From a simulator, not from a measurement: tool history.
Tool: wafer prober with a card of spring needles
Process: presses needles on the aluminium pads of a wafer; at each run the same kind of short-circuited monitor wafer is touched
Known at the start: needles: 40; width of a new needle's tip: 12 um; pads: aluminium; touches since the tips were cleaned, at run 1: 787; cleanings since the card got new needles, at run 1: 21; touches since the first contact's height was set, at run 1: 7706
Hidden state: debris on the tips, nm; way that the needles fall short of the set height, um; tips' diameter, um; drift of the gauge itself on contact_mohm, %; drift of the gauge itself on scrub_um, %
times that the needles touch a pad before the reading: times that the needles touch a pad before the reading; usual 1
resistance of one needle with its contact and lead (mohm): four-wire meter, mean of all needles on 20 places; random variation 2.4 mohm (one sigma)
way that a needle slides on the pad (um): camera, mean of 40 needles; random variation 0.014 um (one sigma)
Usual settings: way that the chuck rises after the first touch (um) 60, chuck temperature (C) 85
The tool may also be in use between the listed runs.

run     day  way that the chuck rises after the first touch (um)  chuck temperature (C)  times that the needles touch a pad before the reading  touches since the tips were cleaned  cleanings since the card got new needles  touches since the first contact's height was set  resistance of one needle with its contact and lead (mohm)  way that a needle slides on the pad (um)
  1   0.000                                                   60                     85                                                      1                                  787                                        21                                              7706                                                        276                                      8.53
      0.446  -- tips cleaned on abrasive film
      0.946  -- tips cleaned on abrasive film
      1.512  -- tips cleaned on abrasive film
  2   1.562                                                   60                     60                                                      1                                  530                                        24                                             23589                                                        271                                      8.48
      2.075  -- tips cleaned on abrasive film
      2.617  -- tips cleaned on abrasive film
      3.183  -- tips cleaned on abrasive film
  3   3.183                                                   60                     60                                                      1                                    0                                        27                                             40057                                                        269                                      8.44
      3.729  -- tips cleaned on abrasive film
      4.258  -- tips cleaned on abrasive film
      4.488  -- tips cleaned on abrasive film, once more
      5.004  -- tips cleaned on abrasive film
  4   5.004                                                   60                     60                                                      1                                    0                                        31                                             58557                                                        266                                      8.41
      5.517  -- tips cleaned on abrasive film
  5   5.892                                                   60                     85                                                      1                                 3837                                        32                                             67589                                                        290                                      8.36
      6.000  -- tips cleaned on abrasive film
      6.529  -- tips cleaned on abrasive film
  6   6.821                                                   60                     85                                                      1                                 2959                                        34                                             77022                                                        288                                      8.39
      7.021  -- tips cleaned on abrasive film
      7.508  -- tips cleaned on abrasive film
  7   7.833                                                   60                     85                                                      1                                 3323                                        36                                             87327                                                        294                                      8.33
      8.046  -- tips cleaned on abrasive film
      8.575  -- tips cleaned on abrasive film
  8   8.788                                                   60                     85                                                      1                                 2196                                        38                                             97026                                                        288                                      8.29
      9.100  -- tips cleaned on abrasive film
      9.608  -- tips cleaned on abrasive film
  9   9.879                                                   60                     85                                                      1                                 2750                                        40                                            108102                                                        291                                      8.30
     10.108  -- tips cleaned on abrasive film
     10.121  -- height of the first contact set anew
     10.650  -- tips cleaned on abrasive film
     11.179  -- tips cleaned on abrasive film
 10  11.512                                                   60                     85                                                      1                                 3427                                        43                                             14179                                                        296                                      8.55
     11.742  -- tips cleaned on abrasive film
     12.275  -- tips cleaned on abrasive film
     12.796  -- tips cleaned on abrasive film
 11  13.183                                                   60                     85                                                      1                                 3967                                        46                                             31168                                                        294                                      8.49
     13.300  -- tips cleaned on abrasive film
     13.867  -- tips cleaned on abrasive film
 12  14.279                                                   60                     85                                                      2                                 4238                                        48                                             42311                                                        285                                      8.45
     14.396  -- tips cleaned on abrasive film
     14.950  -- tips cleaned on abrasive film
     15.471  -- tips cleaned on abrasive film
 13  15.471                                                   60                     85                                                      2                                    0                                        51                                             54384                                                        269                                      8.46
     16.008  -- tips cleaned on abrasive film
 14  16.288                                                   60                     85                                                      2                                 2871                                        52                                             62726                                                        283                                      8.41
     16.496  -- tips cleaned on abrasive film
     16.992  -- tips cleaned on abrasive film
     17.558  -- tips cleaned on abrasive film
 15  17.562                                                   60                     85                                                      2                                   37                                        55                                             75654                                                        277                                      8.39
     18.017  -- tips cleaned on abrasive film
     18.538  -- tips cleaned on abrasive film
 16  18.892                                                   60                     85                                                      2                                 3643                                        57                                             89203                                                        283                                      8.35
     19.008  -- tips cleaned on abrasive film
     19.546  -- tips cleaned on abrasive film
     20.004  -- tips cleaned on abrasive film
     20.567  -- tips cleaned on abrasive film
 17  20.646                                                   60                     85                                                      2                                  785                                        61                                            106985                                                        277                                      8.29
     21.033  -- tips cleaned on abrasive film
     21.046  -- height of the first contact set anew
     21.571  -- tips cleaned on abrasive film
 18  21.667                                                   60                     85                                                      2                                  964                                        63                                              6287                                                        277                                      8.53
     22.096  -- tips cleaned on abrasive film
     22.612  -- tips cleaned on abrasive film
 19  22.758                                                   74                     30                                                      2                                 1529                                        65                                             17423                                                        258                                     10.48
     23.104  -- tips cleaned on abrasive film
     23.642  -- tips cleaned on abrasive film
     24.154  -- tips cleaned on abrasive film
 20  24.188                                                   58                     59                                                      1                                  300                                        68                                             31895                                                        267                                      8.15
     24.625  -- tips cleaned on abrasive film
     25.183  -- tips cleaned on abrasive film
 21  25.583                                                   79                     71                                                      2                                 4107                                        70                                             46131                                                        274                                     11.16
     25.700  -- tips cleaned on abrasive film
     26.258  -- tips cleaned on abrasive film
     26.762  -- tips cleaned on abrasive film
 22  27.171                                                   79                     71                                                      2                                 4188                                        73                                             62268                                                        275                                     11.11
     27.262  -- tips cleaned on abrasive film
     27.733  -- tips cleaned on abrasive film
     28.242  -- tips cleaned on abrasive film
     28.779  -- tips cleaned on abrasive film
 23  28.950                                                   79                     71                                                      2                                 1779                                        77                                             80346                                                        268                                     11.05
     29.292  -- tips cleaned on abrasive film
     29.846  -- tips cleaned on abrasive film
     30.375  -- tips cleaned on abrasive film
 24  30.488                                                   79                     71                                                      2                                 1134                                        80                                             95950                                                        264                                     11.03
     30.938  -- tips cleaned on abrasive film
     31.475  -- tips cleaned on abrasive film
 25  31.538                                                   66                     30                                                      1                                  613                                        82                                            106615                                                        259                                      9.14
     31.992  -- tips cleaned on abrasive film
     32.004  -- height of the first contact set anew
     32.558  -- tips cleaned on abrasive film
     33.012  -- tips cleaned on abrasive film
 26  33.300                                                   54                     33                                                      1                                 2948                                        85                                             13198                                                        293                                      7.68
     33.517  -- tips cleaned on abrasive film
     34.079  -- tips cleaned on abrasive film
     34.621  -- tips cleaned on abrasive film
 27  34.792                                                   54                     49                                                      1                                 1753                                        88                                             28349                                                        283                                      7.60
     35.133  -- tips cleaned on abrasive film
     35.650  -- tips cleaned on abrasive film
     36.217  -- tips cleaned on abrasive film
 28  36.329                                                   54                     49                                                      1                                 1125                                        91                                             43962                                                        280                                      7.58
     36.783  -- tips cleaned on abrasive film
 29  37.104                                                   54                     49                                                      1                                 3325                                        92                                             51897                                                        302                                      7.55

3 ways to go on from here, each from the tool as it stands after run 29. What would each give?
     37.296  -- tips cleaned on abrasive film
     37.842  -- tips cleaned on abrasive film
     38.383  -- tips cleaned on abrasive film
  A  38.446                                                   64                     47                                                      3                                  610                                        95                                             65483                                                          ?                                         ?
     37.296  -- tips cleaned on abrasive film
     37.842  -- tips cleaned on abrasive film
     38.383  -- tips cleaned on abrasive film
  B  38.446                                                   51                     49                                                      1                                  610                                        95                                             65483                                                          ?                                         ?
     37.296  -- tips cleaned on abrasive film
     37.842  -- tips cleaned on abrasive film
     38.383  -- tips cleaned on abrasive film
  C  38.446                                                   40                     85                                                      1                                  610                                        95                                             65483                                                          ?                                         ?

run  resistance of one needle with its contact and lead (mohm)  way that a needle slides on the pad (um)
  A                                                        260                                      8.96
  B                                                        279                                      7.11
  C                                                        303                                      5.54
Without the tool's hidden state the same runs would have given:
run  resistance of one needle with its contact and lead (mohm)  way that a needle slides on the pad (um)
  A                                                        254                                      9.12
  B                                                        262                                      7.27
  C                                                        278                                      5.70

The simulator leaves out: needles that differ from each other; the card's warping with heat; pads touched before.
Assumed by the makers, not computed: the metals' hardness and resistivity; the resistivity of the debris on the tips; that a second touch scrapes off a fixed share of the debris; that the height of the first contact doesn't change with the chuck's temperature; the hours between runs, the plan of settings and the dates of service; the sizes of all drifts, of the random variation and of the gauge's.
